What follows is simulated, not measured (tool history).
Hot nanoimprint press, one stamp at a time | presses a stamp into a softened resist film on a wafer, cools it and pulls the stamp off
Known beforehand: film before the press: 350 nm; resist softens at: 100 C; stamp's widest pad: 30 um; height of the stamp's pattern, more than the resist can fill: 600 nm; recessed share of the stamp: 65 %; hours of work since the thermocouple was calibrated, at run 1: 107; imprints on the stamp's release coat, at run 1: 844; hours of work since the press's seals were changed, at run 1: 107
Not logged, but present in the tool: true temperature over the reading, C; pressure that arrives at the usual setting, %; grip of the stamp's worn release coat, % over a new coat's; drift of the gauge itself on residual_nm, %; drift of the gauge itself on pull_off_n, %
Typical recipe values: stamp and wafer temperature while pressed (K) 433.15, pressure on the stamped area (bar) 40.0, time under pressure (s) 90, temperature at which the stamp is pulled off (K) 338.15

| run | hour | stamp and wafer temperature while pressed (K) | pressure on the stamped area (bar) | time under pressure (s) | temperature at which the stamp is pulled off (K) | hours of work since the thermocouple was calibrated | imprints on the stamp's release coat | hours of work since the press's seals were changed | resist left under the stamp's widest pad (Å) | greatest force while the stamp is pulled off (N) |
|---|---|---|---|---|---|---|---|---|---|---|
| 1 | 0.0 | 433.15 | 40.0 | 90 | 338.15 | 107 | 844 | 107 | 1569 | 231 |
| 2 | 44.5 | 433.15 | 40.0 | 90 | 338.15 | 127 | 994 | 127 | 1568 | 238 |
| 3 | 74.8 | 433.15 | 45.8 | 90 | 338.15 | 140 | 1097 | 140 | 1480 | 238 |
| 4 | 143.8 | 433.15 | 40.0 | 90 | 338.15 | 170 | 1330 | 170 | 1565 | 241 |
| 5 | 216.3 | 433.15 | 40.0 | 90 | 338.15 | 201 | 1576 | 201 | 1562 | 247 |
| 6 | 263.9 | 433.15 | 40.0 | 90 | 338.15 | 221 | 1737 | 221 | 1557 | 256 |
| 7 | 317.4 | 433.15 | 40.0 | 90 | 338.15 | 244 | 1918 | 244 | 1553 | 256 |
|  | 340.4 | stamp cleaned and given a new release coat |
| 8 | 395.3 | 433.15 | 40.0 | 90 | 338.15 | 275 | 185 | 275 | 1554 | 215 |
| 9 | 430.4 | 433.15 | 40.0 | 90 | 338.15 | 291 | 304 | 291 | 1542 | 222 |
| 10 | 471.0 | 433.15 | 40.0 | 90 | 338.15 | 308 | 442 | 308 | 1543 | 225 |
| 11 | 510.4 | 433.15 | 46.4 | 90 | 338.15 | 325 | 575 | 325 | 1434 | 227 |
| 12 | 582.6 | 433.15 | 40.0 | 90 | 338.15 | 356 | 819 | 356 | 1531 | 228 |
| 13 | 644.2 | 433.15 | 40.0 | 90 | 338.15 | 383 | 1028 | 383 | 1527 | 236 |
| 14 | 689.9 | 433.15 | 40.0 | 90 | 338.15 | 402 | 1183 | 402 | 1533 | 237 |
| 15 | 732.3 | 433.15 | 40.0 | 90 | 338.15 | 421 | 1326 | 421 | 1519 | 238 |
| 16 | 763.8 | 433.15 | 40.0 | 53 | 338.15 | 434 | 1433 | 434 | 1844 | 245 |
| 17 | 820.4 | 433.15 | 41.3 | 90 | 338.15 | 459 | 1625 | 459 | 1499 | 245 |
| 18 | 877.6 | 433.15 | 41.3 | 61 | 338.15 | 483 | 1818 | 483 | 1731 | 256 |
|  | 927.2 | stamp cleaned and given a new release coat |
|  | 936.5 | plate thermocouple calibrated |
| 19 | 960.0 | 445.15 | 59.7 | 61 | 343.15 | 10 | 100 | 515 | 1049 | 208 |
| 20 | 1017.0 | 445.15 | 59.7 | 61 | 343.15 | 35 | 293 | 540 | 1046 | 214 |
| 21 | 1080.6 | 445.15 | 59.7 | 61 | 343.15 | 62 | 509 | 567 | 1044 | 216 |
| 22 | 1125.7 | 445.15 | 59.7 | 61 | 343.15 | 82 | 662 | 587 | 1046 | 222 |
| 23 | 1186.8 | 445.15 | 59.7 | 61 | 343.15 | 108 | 868 | 613 | 1046 | 226 |
| 24 | 1226.9 | 425.15 | 40.9 | 147 | 338.15 | 125 | 1004 | 630 | 1722 | 234 |
| 25 | 1266.5 | 428.15 | 43.4 | 85 | 327.15 | 142 | 1138 | 647 | 1852 | 258 |
| 26 | 1297.8 | 433.15 | 34.4 | 108 | 323.15 | 156 | 1244 | 661 | 1573 | 260 |
| 27 | 1327.4 | 433.15 | 34.4 | 65 | 336.15 | 169 | 1344 | 674 | 1887 | 246 |
| 28 | 1359.5 | 433.15 | 43.2 | 65 | 339.15 | 182 | 1453 | 687 | 1719 | 248 |
| 29 | 1391.9 | 432.15 | 40.0 | 90 | 345.15 | 196 | 1563 | 701 | 1620 | 239 |
| 30 | 1443.9 | 432.15 | 59.8 | 90 | 332.15 | 219 | 1738 | 724 | 1375 | 265 |
| 31 | 1485.2 | 432.15 | 59.8 | 90 | 332.15 | 237 | 1879 | 742 | 1366 | 262 |

What if the next run were any one of these 3? Each begins from the tool's condition after run 31:
|  | 1520.5 | stamp cleaned and given a new release coat |
| A | 1554.6 | 436.15 | 52.5 | 90 | 344.15 | 264 | 116 | 769 | ? | ? |
|  | 1520.5 | stamp cleaned and given a new release coat |
| B | 1554.6 | 432.15 | 53.3 | 90 | 332.15 | 264 | 116 | 769 | ? | ? |
|  | 1520.5 | stamp cleaned and given a new release coat |
| C | 1554.6 | 433.15 | 40.0 | 65 | 338.15 | 264 | 116 | 769 | ? | ? |

| run | resist left under the stamp's widest pad (Å) | greatest force while the stamp is pulled off (N) |
|---|---|---|
| A | 1257 | 206 |
| B | 1441 | 222 |
| C | 1759 | 214 |
Without the tool's hidden state the same runs would have given:
| run | resist left under the stamp's widest pad (Å) | greatest force while the stamp is pulled off (N) |
|---|---|---|
| A | 1267 | 205 |
| B | 1455 | 221 |
| C | 1789 | 213 |
